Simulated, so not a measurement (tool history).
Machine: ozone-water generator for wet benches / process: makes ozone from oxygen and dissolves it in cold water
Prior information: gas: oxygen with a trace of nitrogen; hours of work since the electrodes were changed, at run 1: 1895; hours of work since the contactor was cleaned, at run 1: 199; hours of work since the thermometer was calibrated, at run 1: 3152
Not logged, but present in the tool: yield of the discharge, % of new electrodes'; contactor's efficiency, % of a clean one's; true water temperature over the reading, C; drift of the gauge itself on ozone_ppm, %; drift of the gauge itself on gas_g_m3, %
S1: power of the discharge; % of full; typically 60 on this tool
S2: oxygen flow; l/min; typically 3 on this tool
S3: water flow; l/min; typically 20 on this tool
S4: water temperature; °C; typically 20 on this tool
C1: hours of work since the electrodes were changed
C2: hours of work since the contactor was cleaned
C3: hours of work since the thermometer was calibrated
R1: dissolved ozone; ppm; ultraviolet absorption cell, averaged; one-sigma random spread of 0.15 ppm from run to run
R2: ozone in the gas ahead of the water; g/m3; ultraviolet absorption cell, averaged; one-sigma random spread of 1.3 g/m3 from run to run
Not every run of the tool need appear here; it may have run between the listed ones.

Run 1, hour 0: usual settings; C1 1895; C2 199; C3 3152. Result: R1 19.3 ppm, R2 243.4 g/m3.
Run 2, hour 107.8: usual settings; C1 1991; C2 295; C3 3247. Result: R1 19.1 ppm, R2 242.9 g/m3.
Run 3, hour 160.6: usual settings; C1 2038; C2 342; C3 3294. Result: R1 19.3 ppm, R2 242.6 g/m3.
Run 4, hour 207.8: usual settings; C1 2080; C2 384; C3 3336. Result: R1 19.3 ppm, R2 243.4 g/m3.
Run 5, hour 269.4: usual settings; C1 2135; C2 438; C3 3391. Result: R1 19.1 ppm, R2 243.4 g/m3.
Run 6, hour 335.9: usual settings; C1 2194; C2 497; C3 3450. Result: R1 18.9 ppm, R2 243.5 g/m3.
Run 7, hour 436.5: usual settings; C1 2283; C2 587; C3 3539. Result: R1 19.2 ppm, R2 244.6 g/m3.
Run 8, hour 523.1: usual settings; C1 2360; C2 664; C3 3616. Result: R1 19.1 ppm, R2 243.6 g/m3.
Run 9, hour 578.2: usual settings; C1 2409; C2 712; C3 3665. Result: R1 19.1 ppm, R2 244.2 g/m3.
Run 10, hour 653.1: usual settings but S4 23 °C; C1 2475; C2 779; C3 3732. Result: R1 18.6 ppm, R2 246.4 g/m3.
Run 11, hour 725.9: usual settings but S4 23 °C; C1 2540; C2 844; C3 3796. Result: R1 18.7 ppm, R2 245.6 g/m3.
Run 12, hour 786.4: usual settings; C1 2594; C2 897; C3 3850. Result: R1 18.8 ppm, R2 246.6 g/m3.
Run 13, hour 882.5: usual settings; C1 2679; C2 983; C3 3935. Result: R1 19.4 ppm, R2 244.5 g/m3.
Run 14, hour 939.8: usual settings; C1 2730; C2 1034; C3 3986. Result: R1 19 ppm, R2 246.3 g/m3.
Run 15, hour 994.4: usual settings; C1 2779; C2 1082; C3 4035. Result: R1 18.9 ppm, R2 244.6 g/m3.
At hour 1046.4: water thermometer calibrated.
Run 16, hour 1068.6: usual settings; C1 2844; C2 1148; C3 20. Result: R1 19.1 ppm, R2 243.9 g/m3.

Estimate the outcome of run 17 from the log above:
Run 17, hour 1135.1: usual settings but S1 75 % of full; C1 2903; C2 1207; C3 79. Result: R1 ?, R2 ?.

R1: 22.6 ppm
R2: 286.2 g/m3
On a tool with no hidden condition, and with the same random variation, this run would have come out at R1 22.7 ppm, R2 283.6 g/m3.
